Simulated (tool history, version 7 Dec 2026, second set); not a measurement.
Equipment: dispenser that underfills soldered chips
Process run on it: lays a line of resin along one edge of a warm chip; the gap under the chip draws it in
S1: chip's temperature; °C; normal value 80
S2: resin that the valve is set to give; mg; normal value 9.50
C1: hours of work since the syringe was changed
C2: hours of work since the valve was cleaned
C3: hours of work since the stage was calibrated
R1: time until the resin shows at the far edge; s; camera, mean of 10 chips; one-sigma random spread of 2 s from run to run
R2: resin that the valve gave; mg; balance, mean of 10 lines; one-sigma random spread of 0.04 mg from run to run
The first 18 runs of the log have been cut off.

| run | hour | S1 | S2 | C1 | C2 | C3 | R1 | R2 |
|---|---|---|---|---|---|---|---|---|
|  | 81.0 | new syringe of resin |
| 19 | 83.1 | 65 | 9.46 | 2 | 15 | 235 | 372.1 | 9.41 |
| 20 | 87.6 | 76 | 9.83 | 5 | 18 | 238 | 296.4 | 9.73 |
| 21 | 92.7 | 76 | 9.83 | 8 | 22 | 241 | 366.3 | 9.82 |
| 22 | 96.0 | 76 | 8.51 | 10 | 24 | 244 | 440.6 | 8.37 |
|  | 97.1 | new syringe of resin |
| 23 | 99.0 | 67 | 8.71 | 1 | 26 | 246 | 341.1 | 8.55 |
| 24 | 102.5 | 73 | 10.61 | 4 | 29 | 248 | 311.1 | 10.52 |
| 25 | 107.8 | 83 | 9.38 | 7 | 32 | 252 | 287.1 | 9.23 |
| 26 | 111.7 | 83 | 9.38 | 10 | 35 | 254 | 336.5 | 9.28 |
|  | 113.1 | new syringe of resin |
| 27 | 115.2 | 80 | 8.13 | 1 | 37 | 257 | 221.7 | 8.01 |
| 28 | 119.7 | 69 | 8.54 | 5 | 40 | 260 | 392.6 | 8.43 |
| 29 | 126.1 | 80 | 8.34 | 9 | 45 | 264 | 347.6 | 8.14 |
|  | 129.3 | new syringe of resin |
| 30 | 132.4 | 80 | 8.34 | 2 | 49 | 268 | 228.1 | 8.17 |
| 31 | 137.7 | 80 | 8.34 | 6 | 53 | 272 | 289.2 | 8.21 |
| 32 | 141.4 | 73 | 8.88 | 8 | 55 | 275 | 426.6 | 8.72 |
| 33 | 144.1 | 73 | 9.60 | 10 | 57 | 276 | 472.8 | 9.41 |
|  | 145.2 | new syringe of resin |
| 34 | 148.8 | 73 | 9.60 | 2 | 60 | 279 | 293.1 | 9.34 |
| 35 | 155.0 | 73 | 9.60 | 7 | 64 | 284 | 383.8 | 9.29 |

Each row is a separate what-if for the run after 35, all from the same tool condition, not one after another. Results?
| A | 160.1 | 94 | 8.94 | 10 | 68 | 287 | ? | ? |
| B | 160.1 | 74 | 11.93 | 10 | 68 | 287 | ? | ? |
| C | 160.1 | 70 | 11.87 | 10 | 68 | 287 | ? | ? |
| D | 160.1 | 92 | 9.50 | 10 | 68 | 287 | ? | ? |
| E | 160.1 | 92 | 11.57 | 10 | 68 | 287 | ? | ? |

| run | R1 | R2 |
|---|---|---|
| A | 235.2 | 8.67 |
| B | 456.9 | 11.56 |
| C | 526.2 | 11.50 |
| D | 250.9 | 9.20 |
| E | 248.4 | 11.26 |
With the hidden condition removed and each run's random variation left untouched, the same runs would have given:
| run | R1 | R2 |
|---|---|---|
| A | 126.5 | 8.93 |
| B | 247.0 | 11.90 |
| C | 285.0 | 11.84 |
| D | 135.1 | 9.47 |
| E | 134.1 | 11.60 |
